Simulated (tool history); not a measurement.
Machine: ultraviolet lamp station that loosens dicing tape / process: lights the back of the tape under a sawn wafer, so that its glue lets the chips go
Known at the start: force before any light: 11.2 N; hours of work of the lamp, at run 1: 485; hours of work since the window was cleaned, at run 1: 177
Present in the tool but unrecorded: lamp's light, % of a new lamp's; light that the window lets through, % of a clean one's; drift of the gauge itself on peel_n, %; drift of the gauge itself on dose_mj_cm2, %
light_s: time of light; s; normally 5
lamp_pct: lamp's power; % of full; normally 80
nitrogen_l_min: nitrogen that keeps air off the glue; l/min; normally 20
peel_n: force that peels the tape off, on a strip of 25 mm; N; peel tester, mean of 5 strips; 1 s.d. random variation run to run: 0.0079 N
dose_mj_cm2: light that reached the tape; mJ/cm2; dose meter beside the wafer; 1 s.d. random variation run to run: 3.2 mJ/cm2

| run | hour | light_s | lamp_pct | nitrogen_l_min | hours of work of the lamp | hours of work since the window was cleaned | peel_n | dose_mj_cm2 |
|---|---|---|---|---|---|---|---|---|
| 1 | 0 | 5 | 80 | 20 | 485 | 177 | 0.317 | 494 |
| 2 | 65.4 | 5 | 80 | 20 | 517 | 208 | 0.318 | 493 |
| 3 | 146.8 | 5 | 80 | 20 | 557 | 248 | 0.31 | 491 |
| 4 | 211.1 | 5 | 80 | 20 | 588 | 280 | 0.305 | 497 |
| 5 | 268.2 | 5 | 98 | 20 | 616 | 307 | 0.247 | 610 |
| 6 | 351.6 | 5 | 80 | 20 | 657 | 348 | 0.313 | 497 |
| 7 | 396.1 | 5 | 80 | 20 | 678 | 370 | 0.312 | 496 |
| 8 | 434.5 | 4 | 80 | 20 | 697 | 388 | 0.445 | 398 |
| 9 | 487.9 | 4 | 80 | 20 | 723 | 415 | 0.433 | 395 |
| 10 | 537.4 | 4 | 80 | 20 | 747 | 439 | 0.456 | 394 |
| 11 | 581.7 | 5 | 66 | 20 | 769 | 460 | 0.423 | 410 |
| 12 | 641.5 | 5 | 66 | 20 | 798 | 489 | 0.423 | 405 |
|  | 656.8 | window cleaned of glue's vapour |
| 13 | 724 | 5 | 80 | 20 | 838 | 33 | 0.281 | 498 |
| 14 | 806.8 | 5 | 80 | 20 | 878 | 73 | 0.32 | 498 |
| 15 | 854 | 5 | 80 | 20 | 901 | 96 | 0.317 | 491 |
| 16 | 939.8 | 5 | 80 | 20 | 943 | 138 | 0.312 | 492 |
| 17 | 1025.1 | 5 | 80 | 7 | 985 | 180 | 0.573 | 493 |
| 18 | 1101 | 8 | 80 | 20 | 1022 | 217 | 0.234 | 800 |
| 19 | 1185.9 | 5 | 98 | 20 | 1063 | 258 | 0.244 | 616 |
| 20 | 1247.9 | 5 | 98 | 20 | 1093 | 288 | 0.255 | 605 |
| 21 | 1309.7 | 5 | 80 | 10 | 1124 | 318 | 0.473 | 495 |
| 22 | 1359.4 | 5 | 80 | 37 | 1148 | 343 | 0.257 | 499 |
| 23 | 1409.9 | 4 | 69 | 9 | 1172 | 367 | 1.099 | 346 |
| 24 | 1453.2 | 4 | 69 | 9 | 1194 | 388 | 1.105 | 339 |
| 25 | 1494.6 | 4 | 69 | 9 | 1214 | 409 | 1.093 | 341 |
| 26 | 1540.9 | 8 | 80 | 27 | 1236 | 431 | 0.227 | 794 |
|  | 1546.6 | lamp changed |
| 27 | 1589 | 4 | 73 | 14 | 21 | 454 | 0.698 | 362 |
|  | 1676.9 | window cleaned of glue's vapour |
| 28 | 1677.7 | 4 | 73 | 14 | 64 | 0 | 0.685 | 367 |
| 29 | 1743.3 | 4 | 90 | 9 | 96 | 32 | 0.631 | 444 |
| 30 | 1806.3 | 4 | 90 | 9 | 126 | 63 | 0.612 | 445 |
| 31 | 1855.8 | 4 | 90 | 9 | 151 | 87 | 0.617 | 447 |
| 32 | 1904.9 | 4 | 69 | 13 | 174 | 111 | 0.814 | 342 |
| 33 | 1951.7 | 3 | 78 | 6 | 197 | 134 | 1.886 | 288 |
| 34 | 1994 | 5 | 76 | 20 | 218 | 155 | 0.323 | 475 |
| 35 | 2076.8 | 5 | 76 | 20 | 258 | 195 | 0.318 | 474 |
| 36 | 2164 | 5 | 76 | 10 | 301 | 238 | 0.512 | 472 |
| 37 | 2213.2 | 5 | 64 | 20 | 325 | 262 | 0.433 | 397 |
| 38 | 2254.3 | 8 | 94 | 20 | 345 | 282 | 0.229 | 931 |
| 39 | 2301.5 | 3 | 94 | 18 | 368 | 305 | 0.586 | 350 |
| 40 | 2366.1 | 6 | 83 | 34 | 399 | 336 | 0.241 | 617 |
| 41 | 2417.6 | 7 | 80 | 10 | 425 | 361 | 0.276 | 690 |
| 42 | 2495.6 | 7 | 60 | 10 | 463 | 399 | 0.432 | 526 |
| 43 | 2538 | 7 | 80 | 20 | 483 | 420 | 0.236 | 687 |

Consider 3 possible next runs. They are alternatives, not a sequence: every one starts from the tool as it was left by run 43. What does each give?
| A | 2593 | 7 | 78 | 20 | 510 | 447 | ? | ? |
| B | 2593 | 7 | 80 | 13 | 510 | 447 | ? | ? |
| C | 2593 | 5 | 63 | 15 | 510 | 447 | ? | ? |

| run | peel_n | dose_mj_cm2 |
|---|---|---|
| A | 0.239 | 669 |
| B | 0.274 | 694 |
| C | 0.553 | 390 |
Take away the tool's hidden state, keep each run's random variation, and the runs would have read:
| run | peel_n | dose_mj_cm2 |
|---|---|---|
| A | 0.239 | 670 |
| B | 0.274 | 696 |
| C | 0.551 | 391 |

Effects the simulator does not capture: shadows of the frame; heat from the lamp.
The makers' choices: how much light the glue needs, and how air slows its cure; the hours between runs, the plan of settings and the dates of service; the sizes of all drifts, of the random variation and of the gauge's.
